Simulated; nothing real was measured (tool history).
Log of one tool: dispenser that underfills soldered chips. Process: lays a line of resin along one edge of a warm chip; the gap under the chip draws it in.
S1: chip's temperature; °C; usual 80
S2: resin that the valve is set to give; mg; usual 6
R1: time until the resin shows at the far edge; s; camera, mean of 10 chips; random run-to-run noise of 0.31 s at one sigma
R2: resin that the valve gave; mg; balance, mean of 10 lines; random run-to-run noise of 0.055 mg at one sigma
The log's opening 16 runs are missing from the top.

{"hour": 181.9, "done": "new syringe of resin"}
{"run": 17, "hour": 191.3, "S1": 90, "S2": 6.12, "R1": 6, "R2": 5.64}
{"hour": 197.4, "done": "new syringe of resin"}
{"run": 18, "hour": 198.8, "S1": 90, "S2": 6.12, "R1": 5, "R2": 5.77}
{"hour": 213.2, "done": "new syringe of resin"}
{"run": 19, "hour": 214.9, "S1": 80, "S2": 6, "R1": 7.7, "R2": 5.53}
{"hour": 228.3, "done": "new syringe of resin"}
{"run": 20, "hour": 228.8, "S1": 80, "S2": 6, "R1": 7.8, "R2": 5.45}
{"run": 21, "hour": 239.6, "S1": 80, "S2": 6, "R1": 9.7, "R2": 5.46}
{"hour": 243.2, "done": "new syringe of resin"}
{"run": 22, "hour": 248.0, "S1": 79, "S2": 6.38, "R1": 8.7, "R2": 5.83}
{"hour": 258.4, "done": "new syringe of resin"}
{"run": 23, "hour": 262.8, "S1": 66, "S2": 6.44, "R1": 15, "R2": 5.67}
{"hour": 271.9, "done": "dispensing valve cleaned and set on the balance"}
{"hour": 275.1, "done": "new syringe of resin"}
{"run": 24, "hour": 280.1, "S1": 66, "S2": 6.44, "R1": 15.4, "R2": 6.38}
{"hour": 289.8, "done": "new syringe of resin"}
{"run": 25, "hour": 291.8, "S1": 91, "S2": 7.19, "R1": 4.5, "R2": 7.08}
{"run": 26, "hour": 300.5, "S1": 90, "S2": 6.53, "R1": 6.1, "R2": 6.39}
{"hour": 305.5, "done": "new syringe of resin"}
{"run": 27, "hour": 313.0, "S1": 86, "S2": 5.28, "R1": 6.9, "R2": 5.19}
{"hour": 320.6, "done": "new syringe of resin"}
{"run": 28, "hour": 329.4, "S1": 86, "S2": 5.28, "R1": 7.3, "R2": 5.02}
{"hour": 336.2, "done": "new syringe of resin"}
{"run": 29, "hour": 343.6, "S1": 86, "S2": 5.28, "R1": 7.1, "R2": 5.04}
{"hour": 351.9, "done": "new syringe of resin"}
{"run": 30, "hour": 357.8, "S1": 67, "S2": 7.2, "R1": 15, "R2": 6.8}
{"hour": 367.6, "done": "new syringe of resin"}
{"run": 31, "hour": 370.0, "S1": 67, "S2": 7.2, "R1": 13.4, "R2": 6.8}

Predict each of these 5 candidate next runs independently; none follows another, all start after run 31:
{"hour": 382.7, "done": "new syringe of resin"}
{"run": "A", "hour": 386.7, "S1": 80, "S2": 7.68, "R1": "?", "R2": "?"}
{"hour": 382.7, "done": "new syringe of resin"}
{"run": "B", "hour": 386.7, "S1": 75, "S2": 6.72, "R1": "?", "R2": "?"}
{"hour": 382.7, "done": "new syringe of resin"}
{"run": "C", "hour": 386.7, "S1": 82, "S2": 6.36, "R1": "?", "R2": "?"}
{"hour": 382.7, "done": "new syringe of resin"}
{"run": "D", "hour": 386.7, "S1": 82, "S2": 5.14, "R1": "?", "R2": "?"}
{"hour": 382.7, "done": "new syringe of resin"}
{"run": "E", "hour": 386.7, "S1": 76, "S2": 6, "R1": "?", "R2": "?"}

run=A R1=8.1 R2=7.22
run=B R1=9.9 R2=6.38
run=C R1=7.8 R2=5.93
run=D R1=8.5 R2=4.85
run=E R1=9.8 R2=5.58
Take away the tool's hidden state, keep each run's random variation, and the runs would have read:
run=A R1=6.9 R2=7.73
run=B R1=8.4 R2=6.83
run=C R1=6.7 R2=6.36
run=D R1=7.2 R2=5.19
run=E R1=8.3 R2=5.98

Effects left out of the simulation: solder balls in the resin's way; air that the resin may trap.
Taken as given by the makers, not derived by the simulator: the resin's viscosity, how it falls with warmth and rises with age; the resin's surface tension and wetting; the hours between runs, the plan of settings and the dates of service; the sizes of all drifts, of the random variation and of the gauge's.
